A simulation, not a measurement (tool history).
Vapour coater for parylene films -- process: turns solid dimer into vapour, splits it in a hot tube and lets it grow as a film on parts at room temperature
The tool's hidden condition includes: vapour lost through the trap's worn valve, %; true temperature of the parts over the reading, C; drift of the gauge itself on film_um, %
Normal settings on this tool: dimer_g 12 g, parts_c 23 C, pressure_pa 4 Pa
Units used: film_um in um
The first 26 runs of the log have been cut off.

run    hour  dimer_g  parts_c  pressure_pa  hours of work since the trap's valve was overhauled  hours of work since the table's thermometer was calibrated  film_um
     1044.4  -- trap's valve overhauled
 27  1062.6       20       23         2.68                                                   11                                                        1220     4.98
 28  1116.8       20       19         2.68                                                   42                                                        1251     5.91
 29    1164       10       22        11.16                                                   70                                                        1279     1.99
 30    1206       10       25        11.16                                                   95                                                        1304     1.72
 31  1235.9       10       25        11.16                                                  112                                                        1321     1.72
 32  1282.1       12       19            4                                                  139                                                        1348     3.19
 33  1328.7       12       19            4                                                  167                                                        1376     3.11
 34  1379.9       17       19         7.03                                                  197                                                        1406     4.04
 35  1402.8       12       18         7.58                                                  210                                                        1419     2.92
 36  1446.2       12       18         7.58                                                  236                                                        1445     2.89
 37  1480.7        6       35            4                                                  256                                                        1465     0.67
     1514.6  -- trap's valve overhauled
 38  1533.7        6       35            4                                                   11                                                        1494     0.79
 39  1557.1       10       35         7.37                                                   25                                                        1507     1.15
 40  1610.7       15       28            4                                                   56                                                        1539     2.65
 41  1636.5       15       28            4                                                   72                                                        1554     2.69
 42  1682.9       15       28            4                                                   99                                                        1581     2.69
 43    1729       22       22        11.79                                                  126                                                        1608     4.28
 44  1778.9       22       22        11.79                                                  155                                                        1637     4.19
 45  1821.3       22       22        11.79                                                  180                                                        1662     4.18
 46  1854.3       22       22        11.79                                                  199                                                        1682     4.12

Each row is a separate what-if for the run after 46, all from the same tool condition, not one after another. Results?
  A  1896.1       12       19         2.81                                                  224                                                        1706        ?
  B  1896.1        9       18        11.79                                                  224                                                        1706        ?
  C  1896.1       14       18         2.34                                                  224                                                        1706        ?
  D  1896.1       18       22        11.79                                                  224                                                        1706        ?

run  film_um
  A     3.25
  B     1.97
  C     4.09
  D     3.35
What these runs would have given with no unlogged condition in the tool:
run  film_um
  A      3.7
  B     2.25
  C     4.66
  D     3.82
